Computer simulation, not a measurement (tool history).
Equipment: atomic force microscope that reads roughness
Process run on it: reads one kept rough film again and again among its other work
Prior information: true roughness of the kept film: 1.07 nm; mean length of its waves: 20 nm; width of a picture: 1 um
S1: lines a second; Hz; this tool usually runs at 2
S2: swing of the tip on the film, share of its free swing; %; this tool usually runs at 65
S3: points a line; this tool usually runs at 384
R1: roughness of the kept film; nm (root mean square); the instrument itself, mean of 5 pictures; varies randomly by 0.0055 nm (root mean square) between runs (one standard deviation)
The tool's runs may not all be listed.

run   hour    S1  S2   S3     R1
  1      0     2  65  384  0.776
  2   18.4     2  65  384   0.77
  3   34.3  2.57  65  384   0.76
  4   54.8  2.57  65  384  0.751
  5   69.5     2  65  384   0.74
  6   80.6     2  65  384  0.738
  7   89.1     2  65  384  0.734
  8  103.5     2  65  384  0.732
     114.8  -- new tip fitted
  9  114.8     2  65  384  0.921
 10  132.3     2  58  522  0.918
 11  141.2     2  58  522  0.916
 12  159.1     2  58  522  0.914

Run 13 is up next; what results do you expect?
 13   169  0.76  65  384   ?

R1: 0.901 nm (root mean square)
Had the tool carried no hidden state, the very same run would have given R1 0.942 nm (root mean square).
